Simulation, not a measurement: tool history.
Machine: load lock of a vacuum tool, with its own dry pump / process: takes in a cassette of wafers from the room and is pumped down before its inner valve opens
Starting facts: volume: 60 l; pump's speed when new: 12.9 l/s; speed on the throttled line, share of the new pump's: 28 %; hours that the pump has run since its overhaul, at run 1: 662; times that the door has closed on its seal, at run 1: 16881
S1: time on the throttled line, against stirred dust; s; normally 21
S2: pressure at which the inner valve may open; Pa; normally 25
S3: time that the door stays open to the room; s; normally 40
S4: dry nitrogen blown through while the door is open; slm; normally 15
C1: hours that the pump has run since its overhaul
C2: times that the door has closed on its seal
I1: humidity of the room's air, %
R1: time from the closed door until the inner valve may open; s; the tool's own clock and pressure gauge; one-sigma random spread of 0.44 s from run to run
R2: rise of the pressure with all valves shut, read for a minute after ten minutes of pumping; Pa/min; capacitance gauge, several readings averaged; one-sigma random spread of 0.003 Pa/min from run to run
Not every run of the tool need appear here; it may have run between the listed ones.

{"run": 1, "hour": 0.0, "S1": 21, "S2": 25, "S3": 40, "S4": 15, "C1": 662, "C2": 16881, "I1": 44.9, "R1": 53.1, "R2": 0.107}
{"run": 2, "hour": 84.9, "S1": 21, "S2": 25, "S3": 40, "S4": 15, "C1": 747, "C2": 17199, "I1": 43.5, "R1": 54.0, "R2": 0.106}
{"run": 3, "hour": 161.6, "S1": 21, "S2": 25, "S3": 40, "S4": 15, "C1": 824, "C2": 17485, "I1": 42.9, "R1": 54.1, "R2": 0.107}
{"run": 4, "hour": 220.7, "S1": 21, "S2": 25, "S3": 40, "S4": 15, "C1": 883, "C2": 17706, "I1": 45.2, "R1": 54.1, "R2": 0.11}
{"run": 5, "hour": 321.1, "S1": 21, "S2": 25, "S3": 40, "S4": 15, "C1": 984, "C2": 18081, "I1": 45.0, "R1": 53.9, "R2": 0.117}
{"run": 6, "hour": 433.9, "S1": 21, "S2": 25, "S3": 40, "S4": 15, "C1": 1096, "C2": 18502, "I1": 42.8, "R1": 54.2, "R2": 0.121}
{"run": 7, "hour": 543.4, "S1": 21, "S2": 25, "S3": 40, "S4": 15, "C1": 1206, "C2": 18911, "I1": 47.6, "R1": 53.7, "R2": 0.127}
{"run": 8, "hour": 658.9, "S1": 21, "S2": 25, "S3": 40, "S4": 15, "C1": 1321, "C2": 19342, "I1": 42.8, "R1": 54.1, "R2": 0.127}
{"run": 9, "hour": 745.4, "S1": 21, "S2": 25, "S3": 40, "S4": 15, "C1": 1408, "C2": 19666, "I1": 44.9, "R1": 54.9, "R2": 0.125}
{"run": 10, "hour": 865.7, "S1": 21, "S2": 25, "S3": 40, "S4": 15, "C1": 1528, "C2": 20115, "I1": 44.0, "R1": 53.3, "R2": 0.131}
{"run": 11, "hour": 936.0, "S1": 21, "S2": 21, "S3": 40, "S4": 15, "C1": 1598, "C2": 20378, "I1": 46.0, "R1": 55.0, "R2": 0.136}
{"run": 12, "hour": 1012.1, "S1": 21, "S2": 21, "S3": 40, "S4": 15, "C1": 1675, "C2": 20661, "I1": 46.8, "R1": 55.8, "R2": 0.136}
{"run": 13, "hour": 1105.3, "S1": 21, "S2": 48, "S3": 40, "S4": 15, "C1": 1768, "C2": 21010, "I1": 46.4, "R1": 50.6, "R2": 0.147}
{"run": 14, "hour": 1184.4, "S1": 21, "S2": 48, "S3": 40, "S4": 15, "C1": 1847, "C2": 21305, "I1": 47.2, "R1": 51.6, "R2": 0.143}
{"run": 15, "hour": 1254.7, "S1": 21, "S2": 33, "S3": 40, "S4": 15, "C1": 1917, "C2": 21568, "I1": 46.6, "R1": 52.7, "R2": 0.143}
{"run": 16, "hour": 1352.0, "S1": 32, "S2": 45, "S3": 41, "S4": 31, "C1": 2014, "C2": 21931, "I1": 43.0, "R1": 59.6, "R2": 0.147}
{"run": 17, "hour": 1437.1, "S1": 32, "S2": 45, "S3": 41, "S4": 6, "C1": 2100, "C2": 22249, "I1": 45.8, "R1": 59.6, "R2": 0.165}
{"run": 18, "hour": 1537.2, "S1": 10, "S2": 26, "S3": 26, "S4": 8, "C1": 2200, "C2": 22623, "I1": 45.2, "R1": 47.0, "R2": 0.154}
{"run": 19, "hour": 1602.2, "S1": 21, "S2": 28, "S3": 48, "S4": 16, "C1": 2265, "C2": 22866, "I1": 45.9, "R1": 53.5, "R2": 0.163}
{"run": 20, "hour": 1721.6, "S1": 38, "S2": 25, "S3": 40, "S4": 15, "C1": 2384, "C2": 23312, "I1": 47.7, "R1": 66.9, "R2": 0.167}
{"run": 21, "hour": 1793.3, "S1": 20, "S2": 25, "S3": 86, "S4": 15, "C1": 2456, "C2": 23579, "I1": 45.3, "R1": 54.3, "R2": 0.181}
{"run": 22, "hour": 1908.6, "S1": 21, "S2": 28, "S3": 40, "S4": 45, "C1": 2571, "C2": 24010, "I1": 44.1, "R1": 54.0, "R2": 0.159}
{"run": 23, "hour": 1973.0, "S1": 21, "S2": 28, "S3": 33, "S4": 45, "C1": 2635, "C2": 24250, "I1": 44.3, "R1": 53.7, "R2": 0.16}
{"run": 24, "hour": 2034.6, "S1": 28, "S2": 25, "S3": 40, "S4": 34, "C1": 2697, "C2": 24481, "I1": 45.9, "R1": 59.5, "R2": 0.174}
{"run": 25, "hour": 2144.5, "S1": 28, "S2": 25, "S3": 40, "S4": 34, "C1": 2807, "C2": 24891, "I1": 48.1, "R1": 60.2, "R2": 0.174}
{"run": 26, "hour": 2219.7, "S1": 28, "S2": 25, "S3": 40, "S4": 34, "C1": 2882, "C2": 25172, "I1": 44.3, "R1": 60.2, "R2": 0.178}
{"run": 27, "hour": 2323.8, "S1": 29, "S2": 25, "S3": 40, "S4": 8, "C1": 2986, "C2": 25561, "I1": 47.9, "R1": 61.2, "R2": 0.195}
{"run": 28, "hour": 2400.3, "S1": 28, "S2": 25, "S3": 40, "S4": 8, "C1": 3063, "C2": 25846, "I1": 42.5, "R1": 60.6, "R2": 0.197}

5 ways to go on from here, each from the tool as it stands after run 28. What would each give?
{"run": "A", "hour": 2498.0, "S1": 28, "S2": 25, "S3": 29, "S4": 10, "C1": 3160, "C2": 26211, "I1": 42.8, "R1": "?", "R2": "?"}
{"run": "B", "hour": 2498.0, "S1": 21, "S2": 40, "S3": 40, "S4": 5, "C1": 3160, "C2": 26211, "I1": 44.4, "R1": "?", "R2": "?"}
{"run": "C", "hour": 2498.0, "S1": 23, "S2": 32, "S3": 40, "S4": 9, "C1": 3160, "C2": 26211, "I1": 41.3, "R1": "?", "R2": "?"}
{"run": "D", "hour": 2498.0, "S1": 21, "S2": 20, "S3": 28, "S4": 18, "C1": 3160, "C2": 26211, "I1": 43.3, "R1": "?", "R2": "?"}
{"run": "E", "hour": 2498.0, "S1": 16, "S2": 25, "S3": 40, "S4": 32, "C1": 3160, "C2": 26211, "I1": 46.4, "R1": "?", "R2": "?"}

run=A R1=60.2 R2=0.191
run=B R1=52.5 R2=0.199
run=C R1=55.5 R2=0.193
run=D R1=56.2 R2=0.190
run=E R1=51.1 R2=0.186
Take away the tool's hidden state, keep each run's random variation, and the runs would have read:
run=A R1=59.3 R2=0.023
run=B R1=51.6 R2=0.028
run=C R1=54.5 R2=0.024
run=D R1=55.2 R2=0.019
run=E R1=50.1 R2=0.017
